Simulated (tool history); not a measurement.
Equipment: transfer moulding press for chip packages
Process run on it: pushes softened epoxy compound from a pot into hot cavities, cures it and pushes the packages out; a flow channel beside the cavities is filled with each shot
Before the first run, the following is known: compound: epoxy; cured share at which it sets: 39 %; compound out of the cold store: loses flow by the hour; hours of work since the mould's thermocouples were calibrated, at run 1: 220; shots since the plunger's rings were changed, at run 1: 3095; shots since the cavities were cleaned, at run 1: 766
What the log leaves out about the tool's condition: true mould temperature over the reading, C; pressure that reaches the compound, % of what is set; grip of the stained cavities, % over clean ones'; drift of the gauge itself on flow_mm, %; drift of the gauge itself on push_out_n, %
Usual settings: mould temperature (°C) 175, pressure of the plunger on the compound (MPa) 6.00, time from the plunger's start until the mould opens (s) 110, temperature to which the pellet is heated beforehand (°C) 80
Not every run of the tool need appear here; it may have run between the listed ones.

run     day  mould temperature (°C)  pressure of the plunger on the compound (MPa)  time from the plunger's start until the mould opens (s)  temperature to which the pellet is heated beforehand (°C)  hours of work since the mould's thermocouples were calibrated  shots since the plunger's rings were changed  shots since the cavities were cleaned  incoming compound's hours out of the cold store  length that the compound runs in the flow channel (mm)  greatest force on the pins that push the packages out (N)
  1   0.000                     175                                           6.00                                                      110                                                         80                                                            220                                          3095                                    766                                             44.5                                                     919                                                        270
  2   0.846                     175                                           6.00                                                      110                                                         80                                                            229                                          3258                                    929                                             41.4                                                     935                                                        271
      0.996  -- cavities cleaned with cleaning compound and waxed
  3   1.479                     175                                           6.00                                                      110                                                         80                                                            236                                          3368                                     93                                             18.2                                                    1008                                                        280
  4   2.475                     175                                           6.00                                                      110                                                         80                                                            247                                          3561                                    286                                             21.3                                                    1001                                                        275
  5   3.671                     174                                           6.00                                                      110                                                         80                                                            260                                          3791                                    516                                             13.3                                                    1033                                                        287
  6   4.646                     174                                           5.76                                                      110                                                         80                                                            271                                          3979                                    704                                             21.9                                                     983                                                        294
  7   5.588                     175                                           6.00                                                      110                                                         80                                                            282                                          4160                                    885                                             17.1                                                    1011                                                        271
      5.896  -- cavities cleaned with cleaning compound and waxed
  8   6.696                     175                                           6.00                                                      110                                                         80                                                            293                                          4362                                    155                                             31.0                                                     962                                                        268
  9   7.308                     175                                           6.00                                                      112                                                         80                                                            300                                          4480                                    273                                             42.8                                                     929                                                        255
 10   8.388                     175                                           6.00                                                      143                                                         80                                                            312                                          4688                                    481                                             18.5                                                    1008                                                        222
      9.075  -- mould's thermocouples calibrated
 11   9.696                     173                                           7.50                                                      143                                                         80                                                              7                                          4924                                    717                                             24.0                                                    1119                                                        221
 12  10.388                     181                                           7.20                                                       92                                                         81                                                             15                                          5057                                    850                                              9.1                                                    1106                                                        264
     10.896  -- cavities cleaned with cleaning compound and waxed
 13  11.562                     168                                           7.16                                                       97                                                         73                                                             27                                          5271                                    127                                             35.2                                                    1083                                                        564
 14  12.792                     182                                           6.00                                                      110                                                         80                                                             41                                          5509                                    365                                             46.9                                                     883                                                        236
 15  13.504                     182                                           6.00                                                      110                                                         80                                                             49                                          5646                                    502                                             40.8                                                     899                                                        225
     13.717  -- plunger's sealing rings changed
 16  14.579                     170                                           5.36                                                      148                                                         87                                                             60                                           166                                    689                                             22.8                                                     969                                                        243
 17  15.629                     175                                           6.00                                                      106                                                         79                                                             71                                           369                                    892                                             17.8                                                    1010                                                        287
     15.921  -- cavities cleaned with cleaning compound and waxed
 18  16.371                     175                                           7.25                                                      127                                                         76                                                             79                                           500                                     87                                             34.5                                                    1045                                                        231
 19  17.162                     175                                           7.25                                                      127                                                         76                                                             88                                           652                                    239                                             38.2                                                    1036                                                        237

3 ways to go on from here, each from the tool as it stands after run 19. What would each give?
  A  17.954                     175                                           5.39                                                      110                                                         76                                                             97                                           805                                    392                                             31.4                                                       ?                                                          ?
  B  17.954                     170                                           6.00                                                      110                                                         80                                                             97                                           805                                    392                                             40.7                                                       ?                                                          ?
  C  17.954                     168                                           7.44                                                      148                                                         76                                                             97                                           805                                    392                                             36.1                                                       ?                                                          ?

run  length that the compound runs in the flow channel (mm)  greatest force on the pins that push the packages out (N)
  A                                                     917                                                        273
  B                                                     963                                                        356
  C                                                    1102                                                        268
With the hidden condition removed and each run's random variation left untouched, the same runs would have given:
run  length that the compound runs in the flow channel (mm)  greatest force on the pins that push the packages out (N)
  A                                                     917                                                        272
  B                                                     963                                                        355
  C                                                    1102                                                        267
